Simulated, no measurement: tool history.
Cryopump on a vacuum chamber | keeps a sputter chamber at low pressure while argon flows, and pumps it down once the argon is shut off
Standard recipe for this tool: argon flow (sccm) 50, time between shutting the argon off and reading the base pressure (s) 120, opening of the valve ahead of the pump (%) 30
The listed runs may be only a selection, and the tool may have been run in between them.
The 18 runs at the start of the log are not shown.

run,hour,argon flow (sccm),time between shutting the argon off and reading the base pressure (s),opening of the valve ahead of the pump (%),pressure while argon flows (Pa),pressure after the wait (uPa)
19,1539.4,21,120,36,0.0569,1.95
20,1606.5,93,29,25,0.3544,4.06
21,1670,48,29,44,0.11,4.02
22,1789.9,48,29,44,0.1118,4.2
23,1867.1,48,29,44,0.1139,4.31
24,1927,84,29,49,0.1829,4.28
25,2014,84,29,49,0.1873,4.45
26,2138.2,72,120,41,0.1908,2.56
27,2258.7,72,120,41,0.1934,2.77
28,2360,35,170,18,0.195,2.64
# hour 2386.1: pump warmed up, emptied and cooled again
29,2425,26,25,45,0.0553,4.62
30,2486.7,50,120,50,0.0957,2.25
31,2571.6,35,120,50,0.0681,2.38
32,2692.5,50,118,30,0.1609,2.52
33,2747.4,50,141,19,0.2465,2.42

Below are 3 alternative next runs, each starting from the tool's condition after run 33. Predict each:
A,2853.9,28,200,47,?,?
B,2853.9,50,141,22,?,?
C,2853.9,50,141,17,?,?

run,pressure while argon flows (Pa),pressure after the wait (uPa)
A,0.0614,2.46
B,0.2162,2.58
C,0.2751,2.53
Take away the tool's hidden state, keep each run's random variation, and the runs would have read:
run,pressure while argon flows (Pa),pressure after the wait (uPa)
A,0.055,0.59
B,0.2049,0.7
C,0.2638,0.71

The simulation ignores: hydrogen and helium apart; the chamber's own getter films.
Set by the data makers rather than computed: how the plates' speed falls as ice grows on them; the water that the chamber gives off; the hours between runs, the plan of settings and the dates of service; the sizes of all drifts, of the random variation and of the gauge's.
